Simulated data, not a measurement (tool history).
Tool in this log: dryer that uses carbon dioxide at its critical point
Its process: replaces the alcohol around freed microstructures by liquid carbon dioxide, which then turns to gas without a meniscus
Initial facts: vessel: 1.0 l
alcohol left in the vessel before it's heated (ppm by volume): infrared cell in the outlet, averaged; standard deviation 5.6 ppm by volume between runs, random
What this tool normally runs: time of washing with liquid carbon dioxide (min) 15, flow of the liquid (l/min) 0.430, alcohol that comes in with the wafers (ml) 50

| run | hour | time of washing with liquid carbon dioxide (min) | flow of the liquid (l/min) | alcohol that comes in with the wafers (ml) | alcohol left in the vessel before it's heated (ppm by volume) |
|---|---|---|---|---|---|
| 1 | 0.0 | 15 | 0.430 | 50 | 234 |
| 2 | 7.6 | 15 | 0.430 | 25 | 151 |
| 3 | 18.1 | 15 | 0.430 | 37 | 195 |
| 4 | 25.2 | 15 | 0.430 | 24 | 146 |
| 5 | 35.6 | 15 | 0.430 | 24 | 146 |
| 6 | 40.7 | 15 | 0.553 | 50 | 96 |
| 7 | 48.1 | 15 | 0.553 | 50 | 93 |
| 8 | 54.2 | 15 | 0.553 | 50 | 111 |
| 9 | 61.4 | 15 | 0.430 | 24 | 153 |
| 10 | 70.5 | 15 | 0.430 | 50 | 258 |
| 11 | 79.5 | 15 | 0.430 | 50 | 257 |
| 12 | 89.7 | 15 | 0.430 | 50 | 253 |
| 13 | 97.9 | 15 | 0.430 | 50 | 260 |
| 14 | 104.9 | 15 | 0.430 | 50 | 261 |
| 15 | 113.6 | 15 | 0.430 | 50 | 258 |
| 16 | 121.0 | 15 | 0.430 | 50 | 259 |
| 17 | 127.8 | 15 | 0.430 | 50 | 256 |
| 18 | 138.1 | 15 | 0.430 | 50 | 268 |
| 19 | 144.3 | 12 | 0.430 | 50 | 641 |
| 20 | 152.1 | 15 | 0.430 | 50 | 271 |
| 21 | 161.9 | 15 | 0.430 | 50 | 266 |
| 22 | 169.6 | 15 | 0.430 | 50 | 272 |
| 23 | 179.9 | 15 | 0.430 | 50 | 277 |
| 24 | 189.7 | 17 | 0.291 | 95 | 1324 |
| 25 | 194.4 | 17 | 0.291 | 95 | 1339 |
| 26 | 200.7 | 17 | 0.291 | 95 | 1308 |
| 27 | 209.4 | 17 | 0.291 | 95 | 1323 |
| 28 | 215.6 | 14 | 0.657 | 93 | 126 |
| 29 | 224.1 | 9 | 0.430 | 50 | 1901 |
| 30 | 232.4 | 9 | 0.430 | 50 | 1854 |
| 31 | 240.6 | 9 | 0.430 | 50 | 1910 |
| 32 | 249.6 | 15 | 0.430 | 80 | 403 |
| 33 | 258.6 | 16 | 0.430 | 62 | 257 |
| 34 | 263.7 | 13 | 0.556 | 20 | 154 |
| 35 | 269.5 | 15 | 0.625 | 50 | 134 |
| 36 | 275.1 | 21 | 0.430 | 84 | 138 |
| 37 | 280.2 | 21 | 0.376 | 84 | 189 |
| 38 | 288.8 | 19 | 0.491 | 90 | 137 |
| 39 | 295.0 | 13 | 0.268 | 50 | 2464 |
| 40 | 305.2 | 13 | 0.279 | 50 | 2149 |

Here are 3 independent what-if runs from the current tool condition. What would each one return?
| A | 311.6 | 14 | 0.398 | 50 | ? |
| B | 311.6 | 15 | 0.430 | 37 | ? |
| C | 311.6 | 21 | 0.531 | 50 | ? |

| run | alcohol left in the vessel before it's heated (ppm by volume) |
|---|---|
| A | 518 |
| B | 251 |
| C | 115 |
Had the tool no hidden state, the same runs would have come out as:
| run | alcohol left in the vessel before it's heated (ppm by volume) |
|---|---|
| A | 354 |
| B | 127 |
| C | 9 |
